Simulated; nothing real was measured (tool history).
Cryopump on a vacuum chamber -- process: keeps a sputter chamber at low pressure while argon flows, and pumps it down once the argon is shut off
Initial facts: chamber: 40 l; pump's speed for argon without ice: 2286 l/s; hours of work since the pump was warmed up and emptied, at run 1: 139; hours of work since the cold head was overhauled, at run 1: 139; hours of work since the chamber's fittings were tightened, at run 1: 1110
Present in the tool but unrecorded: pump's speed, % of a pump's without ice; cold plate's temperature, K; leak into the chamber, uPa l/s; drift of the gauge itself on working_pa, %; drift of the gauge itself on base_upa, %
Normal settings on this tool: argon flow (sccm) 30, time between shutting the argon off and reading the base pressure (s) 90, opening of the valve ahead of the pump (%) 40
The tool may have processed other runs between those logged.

| run | hour | argon flow (sccm) | time between shutting the argon off and reading the base pressure (s) | opening of the valve ahead of the pump (%) | hours of work since the pump was warmed up and emptied | hours of work since the cold head was overhauled | hours of work since the chamber's fittings were tightened | pressure while argon flows (Pa) | pressure after the wait (uPa) |
|---|---|---|---|---|---|---|---|---|---|
| 1 | 0 | 30 | 90 | 40 | 139 | 139 | 1110 | 0.0568 | 1.56 |
| 2 | 9.6 | 30 | 90 | 40 | 145 | 145 | 1115 | 0.0575 | 1.55 |
| 3 | 21.4 | 30 | 90 | 40 | 151 | 151 | 1122 | 0.0558 | 1.57 |
| 4 | 36.1 | 30 | 90 | 53 | 159 | 159 | 1130 | 0.0434 | 1.65 |
| 5 | 52.7 | 30 | 90 | 53 | 168 | 168 | 1139 | 0.0432 | 1.63 |
| 6 | 69.3 | 30 | 47 | 45 | 177 | 177 | 1148 | 0.0507 | 1.75 |

Expected results for the next run?
| 7 | 82.2 | 52 | 126 | 45 | 185 | 185 | 1155 | ? | ? |

Run 7 gave pressure while argon flows (Pa) 0.0884, pressure after the wait (uPa) 1.59.
With no hidden state in the tool, this same run would have given pressure while argon flows (Pa) 0.0858, pressure after the wait (uPa) 0.22.
